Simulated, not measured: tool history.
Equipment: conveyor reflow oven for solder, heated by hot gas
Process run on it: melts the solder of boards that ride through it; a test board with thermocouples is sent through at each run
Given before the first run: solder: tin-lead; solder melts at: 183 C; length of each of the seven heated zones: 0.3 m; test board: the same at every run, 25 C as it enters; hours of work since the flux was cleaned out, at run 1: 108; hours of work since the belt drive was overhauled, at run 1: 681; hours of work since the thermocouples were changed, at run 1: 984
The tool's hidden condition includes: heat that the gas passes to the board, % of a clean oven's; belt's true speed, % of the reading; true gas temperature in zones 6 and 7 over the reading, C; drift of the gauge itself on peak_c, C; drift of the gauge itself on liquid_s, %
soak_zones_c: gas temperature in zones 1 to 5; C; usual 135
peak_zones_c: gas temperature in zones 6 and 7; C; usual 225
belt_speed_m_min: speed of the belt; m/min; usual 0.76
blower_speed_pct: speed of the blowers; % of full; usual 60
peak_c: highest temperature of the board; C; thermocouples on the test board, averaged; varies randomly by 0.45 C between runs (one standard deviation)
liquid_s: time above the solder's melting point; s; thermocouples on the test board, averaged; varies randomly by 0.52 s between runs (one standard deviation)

| run | hour | soak_zones_c | peak_zones_c | belt_speed_m_min | blower_speed_pct | hours of work since the flux was cleaned out | hours of work since the belt drive was overhauled | hours of work since the thermocouples were changed | peak_c | liquid_s |
|---|---|---|---|---|---|---|---|---|---|---|
| 1 | 0 | 135 | 225 | 0.76 | 60 | 108 | 681 | 984 | 202.4 | 24.7 |
| 2 | 69.4 | 135 | 225 | 0.76 | 60 | 160 | 733 | 1036 | 201.9 | 24.5 |
|  | 78.2 | flux residue cleaned out of gas plates and filters |
| 3 | 154.6 | 135 | 225 | 0.76 | 60 | 57 | 793 | 1096 | 202.8 | 25.2 |
| 4 | 198.7 | 135 | 225 | 0.76 | 67 | 90 | 826 | 1129 | 206.1 | 28.4 |
| 5 | 274.3 | 135 | 225 | 0.76 | 67 | 147 | 883 | 1186 | 205.1 | 26.3 |
|  | 301.2 | flux residue cleaned out of gas plates and filters |
| 6 | 327.6 | 135 | 225 | 0.76 | 87 | 20 | 919 | 1222 | 212.4 | 33.9 |
| 7 | 378.1 | 135 | 215 | 0.76 | 87 | 58 | 957 | 1260 | 204.2 | 27.6 |
| 8 | 436.9 | 150 | 215 | 0.76 | 87 | 102 | 1001 | 1304 | 205.6 | 33.3 |
|  | 494.2 | thermocouples of zones 6 and 7 changed |
| 9 | 495.2 | 135 | 225 | 0.76 | 60 | 144 | 1043 | 1 | 201.3 | 23.2 |
|  | 528.2 | flux residue cleaned out of gas plates and filters |
| 10 | 546.8 | 135 | 225 | 0.76 | 60 | 14 | 1078 | 36 | 201.3 | 25.2 |
| 11 | 600.5 | 135 | 225 | 0.76 | 60 | 54 | 1119 | 76 | 202.1 | 23.8 |
| 12 | 651.8 | 135 | 225 | 0.76 | 60 | 93 | 1157 | 114 | 201.2 | 24.2 |
| 13 | 718.7 | 135 | 225 | 0.76 | 60 | 143 | 1207 | 164 | 201.3 | 24.3 |
|  | 751.6 | flux residue cleaned out of gas plates and filters |
| 14 | 759.4 | 135 | 225 | 0.76 | 62 | 6 | 1234 | 191 | 202 | 26.7 |
| 15 | 810.6 | 135 | 225 | 0.76 | 62 | 44 | 1272 | 230 | 202.9 | 26.3 |
| 16 | 873.1 | 124 | 214 | 0.735 | 62 | 91 | 1319 | 276 | 192.9 | 14.9 |
| 17 | 957.4 | 149 | 231 | 0.639 | 60 | 154 | 1382 | 340 | 215.5 | 46.5 |
|  | 968.5 | belt drive overhauled, speed set with a stopwatch |
|  | 979.2 | flux residue cleaned out of gas plates and filters |
| 18 | 1035.1 | 130 | 225 | 0.831 | 60 | 42 | 46 | 391 | 199.7 | 19.8 |
| 19 | 1076.5 | 135 | 225 | 0.76 | 57 | 73 | 77 | 422 | 202.8 | 26.2 |
| 20 | 1147.4 | 135 | 227 | 0.76 | 80 | 126 | 130 | 475 | 211.4 | 34.6 |
|  | 1202.6 | flux residue cleaned out of gas plates and filters |
| 21 | 1237 | 148 | 225 | 0.711 | 54 | 26 | 194 | 539 | 207.5 | 36.2 |
|  | 1278.4 | belt drive overhauled, speed set with a stopwatch, once more |
| 22 | 1310.1 | 123 | 238 | 0.66 | 70 | 78 | 24 | 590 | 218.6 | 38.2 |
| 23 | 1358.7 | 135 | 225 | 0.871 | 78 | 114 | 60 | 627 | 202.4 | 20.7 |
| 24 | 1403.2 | 135 | 232 | 0.871 | 63 | 147 | 94 | 660 | 201.7 | 20 |
|  | 1428.1 | flux residue cleaned out of gas plates and filters |
| 25 | 1463.2 | 135 | 232 | 0.643 | 63 | 26 | 135 | 701 | 214.9 | 40 |
| 26 | 1530.4 | 135 | 232 | 0.643 | 63 | 77 | 185 | 752 | 214.6 | 39.8 |
| 27 | 1604.7 | 135 | 216 | 0.643 | 63 | 132 | 241 | 808 | 201.8 | 29.6 |
|  | 1650.6 | flux residue cleaned out of gas plates and filters |
| 28 | 1662.3 | 144 | 213 | 0.76 | 60 | 9 | 280 | 847 | 196.3 | 19.6 |
| 29 | 1707.3 | 136 | 213 | 0.76 | 60 | 42 | 314 | 881 | 193.8 | 15.9 |

Alternative continuations, all from the tool just after run 29; predict every row:
| A | 1752.4 | 136 | 213 | 0.76 | 61 | 76 | 348 | 914 | ? | ? |
| B | 1752.4 | 147 | 213 | 0.774 | 89 | 76 | 348 | 914 | ? | ? |
| C | 1752.4 | 145 | 213 | 0.814 | 83 | 76 | 348 | 914 | ? | ? |
| D | 1752.4 | 121 | 213 | 0.76 | 60 | 76 | 348 | 914 | ? | ? |

| run | peak_c | liquid_s |
|---|---|---|
| A | 194.1 | 17.1 |
| B | 201.9 | 29 |
| C | 200.1 | 25.4 |
| D | 189.3 | 10 |
Take away the tool's hidden state, keep each run's random variation, and the runs would have read:
| run | peak_c | liquid_s |
|---|---|---|
| A | 192.3 | 15 |
| B | 200 | 27.5 |
| C | 198.3 | 23.8 |
| D | 187.6 | 7.7 |

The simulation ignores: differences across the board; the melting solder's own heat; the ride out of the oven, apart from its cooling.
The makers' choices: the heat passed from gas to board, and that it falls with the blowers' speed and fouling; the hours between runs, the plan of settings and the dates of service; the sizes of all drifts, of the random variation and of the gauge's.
